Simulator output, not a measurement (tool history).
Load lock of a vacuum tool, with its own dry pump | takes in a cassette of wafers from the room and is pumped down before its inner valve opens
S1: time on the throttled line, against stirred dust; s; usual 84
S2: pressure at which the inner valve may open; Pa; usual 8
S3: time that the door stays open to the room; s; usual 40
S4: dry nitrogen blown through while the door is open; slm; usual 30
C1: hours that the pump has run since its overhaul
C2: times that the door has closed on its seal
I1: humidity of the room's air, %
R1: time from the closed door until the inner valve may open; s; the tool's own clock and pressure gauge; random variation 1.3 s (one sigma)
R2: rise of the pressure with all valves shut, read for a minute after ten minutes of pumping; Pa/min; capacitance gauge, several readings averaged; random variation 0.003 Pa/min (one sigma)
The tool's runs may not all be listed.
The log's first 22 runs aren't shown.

run,hour,S1,S2,S3,S4,C1,C2,I1,R1,R2
23,6338.1,84,8,148,30,22148,15677,47.8,211.2,0.019
24,6690.2,84,8,148,30,22500,17243,41.1,212,0.015
25,6919.8,84,8,148,30,22729,18264,46.7,209.4,0.02
26,7216.9,84,6,148,14,23026,19585,39.9,216.4,0.025
27,7601.2,84,6,148,14,23411,21294,47.8,215,0.022
# hour 7932.7: dry pump taken out, an overhauled one fitted
28,7940.5,84,8,60,37,8,22776,44.1,208.5,0.009
29,8218.3,84,8,60,37,286,24012,44,210.2,0.014
30,8486,84,8,60,37,553,25202,46.2,209.6,0.003
31,8755.6,58,8,71,30,823,26401,47.2,192.6,0.02
32,8967.3,58,8,87,16,1035,27342,42.6,192,0.022
33,9319.6,58,10,66,27,1387,28909,43.8,185.3,0.017
34,9609.5,58,15,63,5,1677,30198,46.4,178.8,0.03
35,9785.3,58,15,63,5,1853,30980,47.8,178.6,0.03
36,10190.3,84,8,110,30,2258,32780,41.1,209.1,0.011
37,10362.7,47,8,65,23,2430,33547,45.6,183.3,0.022
38,10538.3,87,8,65,13,2606,34328,46.7,210.7,0.022

Forecast each of these 3 alternatives for the next run:
# hour 10712.7: door's seal changed, seat wiped
A,10859.6,87,8,54,13,2925,653,44,?,?
# hour 10712.7: door's seal changed, seat wiped
B,10859.6,84,6,25,6,2925,653,45.1,?,?
# hour 10712.7: door's seal changed, seat wiped
C,10859.6,155,7,40,30,2925,653,45.6,?,?

run,R1,R2
A,212.8,0.017
B,213,0.023
C,266.1,0.017
Without the tool's hidden state the same runs would have given:
run,R1,R2
A,212.8,0.017
B,212.9,0.023
C,266.1,0.017

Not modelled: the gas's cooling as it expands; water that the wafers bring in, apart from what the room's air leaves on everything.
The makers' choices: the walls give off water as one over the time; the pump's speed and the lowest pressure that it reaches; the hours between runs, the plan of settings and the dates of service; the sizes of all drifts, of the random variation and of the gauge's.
